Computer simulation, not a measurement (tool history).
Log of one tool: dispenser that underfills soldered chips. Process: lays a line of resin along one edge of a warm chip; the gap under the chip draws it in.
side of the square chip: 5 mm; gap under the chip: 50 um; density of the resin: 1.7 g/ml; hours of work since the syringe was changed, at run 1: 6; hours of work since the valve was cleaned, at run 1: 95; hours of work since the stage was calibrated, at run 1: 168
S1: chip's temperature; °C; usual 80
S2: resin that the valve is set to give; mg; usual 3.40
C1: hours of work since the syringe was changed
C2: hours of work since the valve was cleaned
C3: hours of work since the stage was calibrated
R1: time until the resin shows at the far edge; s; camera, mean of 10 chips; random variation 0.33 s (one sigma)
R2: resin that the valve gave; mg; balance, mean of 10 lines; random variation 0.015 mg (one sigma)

run,hour,S1,S2,C1,C2,C3,R1,R2
1,0.0,80,3.40,6,95,168,21.5,3.06
# hour 5.0: new syringe of resin
2,5.0,80,3.40,0,99,171,14.6,3.06
3,8.9,80,3.40,3,101,174,17.8,3.08
4,14.6,80,3.40,7,105,178,22.9,3.05
5,17.5,80,3.40,9,107,180,25.6,3.06
# hour 18.8: new syringe of resin
# hour 25.0: dispensing valve cleaned and set on the balance
6,25.0,80,3.76,4,0,184,17.9,3.74
7,30.8,91,3.40,8,4,188,15.3,3.37
# hour 33.4: new syringe of resin
8,37.1,91,3.40,3,8,193,10.8,3.36
9,43.7,91,3.40,7,13,197,14.5,3.33
# hour 47.0: new syringe of resin
10,50.5,95,3.40,2,17,202,9.3,3.33
11,54.0,93,3.40,5,20,204,12.5,3.32
12,56.8,93,3.40,7,22,206,13.3,3.32
13,59.5,74,4.28,9,24,208,32.9,4.16
# hour 60.7: new syringe of resin
14,66.1,74,4.28,4,28,213,22.9,4.17
15,71.5,92,4.07,8,32,216,14.4,3.97
# hour 74.5: new syringe of resin
16,74.6,79,3.49,0,34,218,15.2,3.37
17,79.8,94,4.04,4,38,222,10.5,3.89
18,86.3,69,3.00,8,42,227,41.5,2.87
# hour 88.1: new syringe of resin
19,91.7,94,3.67,2,46,230,9.8,3.50
20,96.0,79,4.26,6,49,233,21.5,4.05
21,100.8,79,4.26,9,52,237,26.9,4.03
# hour 101.5: new syringe of resin
22,104.1,82,3.29,2,54,239,14.7,3.11
23,107.3,82,3.29,4,57,241,17.5,3.11
24,111.6,80,3.31,7,60,244,23.1,3.10

Forecast each of these 4 alternatives for the next run:
# hour 115.0: new syringe of resin
A,118.3,73,3.16,2,64,248,?,?
# hour 115.0: new syringe of resin
B,118.3,88,3.96,2,64,248,?,?
# hour 115.0: new syringe of resin
C,118.3,80,3.77,2,64,248,?,?
# hour 115.0: new syringe of resin
D,118.3,78,3.31,2,64,248,?,?

run,R1,R2
A,23.7,2.96
B,11.7,3.69
C,16.4,3.54
D,18.4,3.08
Without the tool's hidden state the same runs would have given:
run,R1,R2
A,19.1,3.15
B,9.5,3.93
C,13.3,3.77
D,14.7,3.29
